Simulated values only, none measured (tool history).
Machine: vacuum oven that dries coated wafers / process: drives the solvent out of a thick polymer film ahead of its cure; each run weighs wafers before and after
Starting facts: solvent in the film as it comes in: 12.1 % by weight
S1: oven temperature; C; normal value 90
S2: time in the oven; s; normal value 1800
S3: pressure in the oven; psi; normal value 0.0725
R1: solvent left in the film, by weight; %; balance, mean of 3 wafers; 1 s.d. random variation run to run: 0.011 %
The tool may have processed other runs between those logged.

run	day	S1	S2	S3	R1
1	0	90	1800	0.0725	1.59
# day 0.512: oven's thermocouples calibrated
2	1.425	90	1800	0.0725	1.42
3	2.271	90	1800	0.0725	1.42
4	3.275	90	1620	0.0725	1.73
5	4.283	90	1620	0.0725	1.7
6	4.992	90	1800	0.0725	1.42
7	5.938	90	1800	0.0725	1.42
8	6.617	90	1800	0.0725	1.43
9	7.429	90	1800	0.0725	1.45
10	8.608	90	1800	0.0725	1.43
11	9.529	90	1800	0.0725	1.43
# day 9.708: vacuum gauge cleaned of residue and calibrated
12	10.6	90	1800	0.1401	1.59
13	12.029	90	1800	0.1401	1.57
14	13.342	97	960	0.1104	2.37
15	13.975	97	2040	0.1935	0.72
# day 14.688: vacuum gauge cleaned of residue and calibrated, once more
16	14.925	86	1740	0.0725	2.1
17	16.029	86	3060	0.0403	0.68
18	16.9	86	3060	0.0403	0.68
19	17.712	86	3060	0.0403	0.68
20	18.958	90	2520	0.0396	0.66
21	19.604	90	1800	0.106	1.51
22	20.283	90	1740	0.0716	1.55
23	21.625	91	2340	0.2029	0.99

Run 24, settings as shown, results not yet in. Your forecast:
24	22.388	80	960	0.0925	?

Run 24 measured R1 5.27 %.
Had the tool carried no hidden state, the very same run would have given R1 5.21 %.

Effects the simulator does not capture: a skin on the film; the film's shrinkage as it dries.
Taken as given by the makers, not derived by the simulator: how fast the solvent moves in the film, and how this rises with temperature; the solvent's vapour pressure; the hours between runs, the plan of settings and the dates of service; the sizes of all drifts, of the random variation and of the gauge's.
